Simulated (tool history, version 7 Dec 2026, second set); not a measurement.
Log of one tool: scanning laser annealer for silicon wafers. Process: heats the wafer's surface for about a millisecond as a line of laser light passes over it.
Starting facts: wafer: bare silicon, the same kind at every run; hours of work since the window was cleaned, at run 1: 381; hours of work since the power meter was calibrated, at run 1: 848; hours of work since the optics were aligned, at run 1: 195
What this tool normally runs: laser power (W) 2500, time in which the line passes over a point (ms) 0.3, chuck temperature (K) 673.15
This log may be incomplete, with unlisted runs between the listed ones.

run,hour,laser power (W),time in which the line passes over a point (ms),chuck temperature (K),hours of work since the window was cleaned,hours of work since the power meter was calibrated,hours of work since the optics were aligned,highest temperature of the surface (K)
1,0,2500,0.3,673.15,381,848,195,1416.15
2,22.4,2500,0.3,673.15,395,862,209,1416.15
3,60.2,2500,0.3,673.15,419,886,233,1415.15
4,97.9,2500,0.3,673.15,442,909,256,1409.15
5,122.6,2500,0.3,673.15,457,924,271,1410.15
6,160.5,2500,0.3,673.15,481,948,295,1410.15
7,178.5,2500,0.3,673.15,492,959,306,1411.15
8,204,2500,0.3,673.15,508,975,322,1405.15
9,226.2,2500,0.355,673.15,521,988,335,1467.15
10,266.1,2500,0.355,673.15,546,1013,360,1463.15
11,309.7,2500,0.3,673.15,573,1040,387,1405.15
12,349.4,2500,0.3,673.15,598,1065,412,1401.15
13,392.6,2500,0.3,648.15,624,1091,438,1374.15
14,432.8,2329,0.3,673.15,649,1116,463,1343.15
15,451.1,2329,0.3,673.15,661,1127,475,1344.15
16,491.9,2329,0.3,673.15,686,1153,500,1343.15
17,512,2500,0.3,637.15,698,1165,512,1363.15
18,550.2,2500,0.3,637.15,722,1189,536,1362.15
19,592.1,2500,0.3,637.15,748,1215,562,1360.15
20,617.1,2500,0.3,637.15,763,1230,577,1362.15
21,658.8,2500,0.3,637.15,789,1256,603,1362.15
22,682.4,2523,0.265,673.15,804,1271,618,1360.15
23,718,2523,0.265,673.15,826,1293,640,1360.15
24,754.3,2500,0.3,653.15,848,1315,662,1372.15
25,796.5,2420,0.236,710.15,874,1341,689,1332.15
26,835.7,2740,0.291,667.15,899,1366,713,1452.15
# hour 849.8: window over the wafer cleaned
27,876.9,2649,0.227,654.15,17,1390,737,1347.15
28,915.9,2500,0.3,694.15,41,1414,761,1431.15
29,947.8,2566,0.271,672.15,61,1434,781,1395.15
30,968.7,2161,0.3,679.15,74,1447,794,1299.15
# hour 997.1: optics aligned, line set to its width
31,1017.2,2161,0.3,679.15,101,1474,12,1316.15
32,1056.3,2500,0.245,695.15,125,1498,37,1382.15
33,1087.4,2394,0.229,674.15,144,1517,56,1306.15
34,1130,2218,0.219,708.15,170,1543,82,1272.15
35,1152.1,2424,0.364,708.15,184,1557,96,1498.15
36,1193.6,2424,0.364,708.15,210,1583,122,1493.15
37,1225.9,2424,0.364,708.15,230,1603,142,1495.15
38,1265.9,2723,0.253,697.15,254,1628,166,1455.15
39,1294.2,2632,0.217,706.15,272,1645,184,1387.15
40,1334.2,2360,0.298,645.15,297,1670,209,1336.15
41,1369,2420,0.354,712.15,318,1691,230,1482.15

Table of differences, measured result less the result of that run with no hidden state. Run-to-run variation is the same in both. Gauge scatter possibly is not:
The tool's hidden condition here consists of: light that passes the window, % of a clean one's; laser's true power over the reading, %; width of the line over the set one, %; drift of the gauge itself on peak_c, C.
run,highest temperature of the surface (K)
1,-19
2,-20
3,-21
4,-23
5,-24
6,-25
7,-25
8,-26
9,-30
10,-31
11,-30
12,-32
13,-33
14,-32
15,-32
16,-34
17,-36
18,-38
19,-40
20,-41
21,-42
22,-41
23,-42
24,-45
25,-40
26,-53
27,-23
28,-26
29,-26
30,-24
31,-8
32,-9
33,-10
34,-10
35,-15
36,-17
37,-17
38,-19
39,-17
40,-19
41,-23

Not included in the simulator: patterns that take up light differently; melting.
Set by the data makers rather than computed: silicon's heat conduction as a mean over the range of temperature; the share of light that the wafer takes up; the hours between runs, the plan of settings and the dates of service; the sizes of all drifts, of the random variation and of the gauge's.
